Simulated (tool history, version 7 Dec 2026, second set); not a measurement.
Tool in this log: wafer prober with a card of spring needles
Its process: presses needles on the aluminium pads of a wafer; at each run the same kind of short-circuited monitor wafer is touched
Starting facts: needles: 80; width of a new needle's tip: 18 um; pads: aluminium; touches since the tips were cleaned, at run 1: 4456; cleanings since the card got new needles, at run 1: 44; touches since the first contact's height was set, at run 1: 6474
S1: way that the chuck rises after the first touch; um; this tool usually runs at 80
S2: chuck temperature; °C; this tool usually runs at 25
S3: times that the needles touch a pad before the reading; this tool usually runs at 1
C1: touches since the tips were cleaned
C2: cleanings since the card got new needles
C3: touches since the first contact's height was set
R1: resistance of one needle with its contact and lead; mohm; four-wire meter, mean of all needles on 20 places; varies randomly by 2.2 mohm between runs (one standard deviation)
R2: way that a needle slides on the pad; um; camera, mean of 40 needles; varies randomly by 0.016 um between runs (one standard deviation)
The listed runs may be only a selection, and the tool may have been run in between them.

run,hour,S1,S2,S3,C1,C2,C3,R1,R2
1,0.0,80,25,1,4456,44,6474,243,17.78
# hour 6.6: tips cleaned on abrasive film
2,8.1,80,25,1,1001,45,11546,244,17.78
# hour 20.6: tips cleaned on abrasive film
3,23.4,80,25,1,1728,46,21080,238,17.76
# hour 33.9: tips cleaned on abrasive film
4,40.6,80,34,1,4207,47,31882,246,17.71
# hour 47.3: tips cleaned on abrasive film
5,54.3,80,34,1,4411,48,40464,242,17.68
# hour 60.8: tips cleaned on abrasive film
6,71.2,80,34,1,6588,49,51055,251,17.66
# hour 74.2: tips cleaned on abrasive film
7,82.9,80,34,1,5472,50,58364,243,17.62
# hour 87.9: tips cleaned on abrasive film
8,92.5,80,37,1,2887,51,64346,251,17.63
# hour 101.3: tips cleaned on abrasive film
9,108.1,85,37,3,4290,52,74121,245,18.72
# hour 114.3: tips cleaned on abrasive film
10,124.6,61,75,1,6502,53,84453,267,13.40
# hour 128.3: tips cleaned on abrasive film
11,133.8,80,38,1,3479,54,90201,245,17.58
# hour 141.5: tips cleaned on abrasive film
# hour 145.9: height of the first contact set anew
12,148.2,80,38,3,4032,55,1503,251,17.53
# hour 156.2: tips cleaned on abrasive film
13,157.9,68,52,1,1110,56,7537,254,14.90
# hour 169.3: tips cleaned on abrasive film
14,175.1,68,52,1,3602,57,18280,252,14.90
# hour 182.8: tips cleaned on abrasive film
15,188.1,80,85,3,3336,58,26452,261,17.51
# hour 196.6: tips cleaned on abrasive film
16,199.7,72,65,3,1942,59,33693,258,15.73

For each run, the measured value with the value that run would have given without the tool's hidden condition subtracted. The run-to-run variation is shared by both, the gauge scatter possibly not:
The hidden state here: debris on the tips, nm; way that the needles fall short of the set height, um; tips' diameter, um; drift of the gauge itself on contact_mohm, %; drift of the gauge itself on scrub_um, %.
run,R2
1,+0.00
2,-0.01
3,-0.03
4,-0.06
5,-0.08
6,-0.10
7,-0.12
8,-0.14
9,-0.16
10,-0.14
11,-0.19
12,-0.21
13,-0.19
14,-0.21
15,-0.27
16,-0.25
For R1, the value without the hidden state is never more than 1 mohm from the measured value.
